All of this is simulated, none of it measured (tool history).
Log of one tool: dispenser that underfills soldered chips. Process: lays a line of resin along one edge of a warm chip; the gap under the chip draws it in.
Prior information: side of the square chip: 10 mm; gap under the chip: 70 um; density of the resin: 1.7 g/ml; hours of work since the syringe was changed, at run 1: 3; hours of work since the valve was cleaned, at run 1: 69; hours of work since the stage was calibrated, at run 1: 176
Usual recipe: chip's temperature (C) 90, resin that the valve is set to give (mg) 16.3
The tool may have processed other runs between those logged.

run   hour  chip's temperature (C)  resin that the valve is set to give (mg)  hours of work since the syringe was changed  hours of work since the valve was cleaned  hours of work since the stage was calibrated  time until the resin shows at the far edge (s)  resin that the valve gave (mg)
  1      0                      90                                      16.3                                            3                                         69                                           176                                            76.1                           15.72
  2    4.3                      90                                      16.3                                            6                                         72                                           179                                            87.5                           15.76
  3    7.8                      90                                      16.3                                            9                                         75                                           182                                            96.5                           15.75
       8.9  -- new syringe of resin
  4   10.9                      90                                      17.3                                            2                                         77                                           184                                            71.9                           16.71
  5   14.7                      90                                      17.3                                            4                                         80                                           187                                            80.5                           16.66
  6   18.7                      90                                      16.3                                            8                                         83                                           190                                            91.1                           15.69
      21.3  -- new syringe of resin
  7     23                      90                                      16.3                                            1                                         86                                           193                                            71.6                            15.6
  8   25.9                      92                                      16.3                                            4                                         88                                           195                                            73.6                           15.57
  9   31.6                      88                                      16.3                                            8                                         93                                           200                                            96.7                           15.64
      33.5  -- new syringe of resin
 10   36.2                      88                                      14.4                                            2                                         96                                           203                                            85.5                           13.75
 11   40.6                      88                                      14.4                                            6                                         99                                           206                                            96.5                           13.69
 12   43.1                      90                                      16.3                                            7                                        101                                           208                                            91.8                           15.47
      45.8  -- new syringe of resin
 13   48.3                      90                                      16.3                                            2                                        105                                           212                                            73.5                           15.57
 14   53.9                      93                                      16.3                                            6                                        109                                           216                                            77.2                           15.48
        58  -- new syringe of resin
 15     60                      93                                      16.3                                            2                                        114                                           221                                            64.9                           15.36
 16   62.9                      93                                      16.3                                            4                                        116                                           223                                            71.3                           15.34
 17   66.8                      90                                      16.3                                            7                                        119                                           226                                            85.2                           15.41
      70.5  -- new syringe of resin
      71.5  -- dispensing valve cleaned and set on the balance
 18   72.4                      90                                      16.3                                            1                                          1                                           229                                            70.9                           16.36
 19   76.6                      98                                      16.3                                            4                                          4                                           233                                            61.3                           16.23
 20   82.6                      96                                      14.4                                            9                                          9                                           237                                            79.4                           14.35
        84  -- new syringe of resin
 21     87                      95                                        15                                            2                                         12                                           240                                            62.8                           14.92
 22   90.9                      87                                      17.3                                            5                                         15                                           243                                            88.3                            17.2
 23   95.8                      87                                      17.3                                            9                                         18                                           247                                           101.3                           17.18
      96.5  -- new syringe of resin
 24  100.2                      99                                      15.5                                            3                                         22                                           250                                            58.4                           15.36
 25  104.4                      99                                      15.5                                            6                                         25                                           253                                            64.8                           15.38
 26    107                     103                                      15.9                                            8                                         27                                           255                                              61                           15.71
     108.9  -- new syringe of resin
 27  110.8                     103                                      14.2                                            1                                         30                                           258                                            49.5                           13.94
 28  116.1                      89                                        19                                            5                                         34                                           262                                            83.7                            18.7
 29  120.3                      87                                        20                                            9                                         37                                           265                                            99.6                           19.66
     121.1  -- new syringe of resin
 30  123.6                      97                                      14.1                                            2                                         39                                           268                                            62.4                           13.82
 31  127.7                      97                                      17.6                                            5                                         42                                           271                                            64.6                           17.25
     133.5  -- new syringe of resin
 32  133.5                      95                                        14                                            0                                         47                                           275                                            62.6                           13.73
 33  139.3                      76                                      20.3                                            4                                         51                                           280                                           121.3                           19.78
 34  143.6                      92                                      16.7                                            8                                         54                                           283                                            81.5                           16.22
     145.7  -- new syringe of resin
 35  148.8                     100                                      19.7                                            2                                         58                                           287                                              52                           19.15

Each row is a separate what-if for the run after 35, all from the same tool condition, not one after another. Results?
  A  154.3                     102                                      16.5                                            7                                         62                                           291                                               ?                               ?
  B  154.3                      79                                      16.7                                            7                                         62                                           291                                               ?                               ?
  C  154.3                      79                                        21                                            7                                         62                                           291                                               ?                               ?

run  time until the resin shows at the far edge (s)  resin that the valve gave (mg)
  A                                            57.9                           15.92
  B                                           120.3                           16.25
  C                                           119.4                           20.39
The same runs, with their run-to-run variation unchanged, on a tool lacking any hidden condition would have given:
run  time until the resin shows at the far edge (s)  resin that the valve gave (mg)
  A                                            49.2                           16.42
  B                                           103.2                           16.75
  C                                           102.9                           21.02
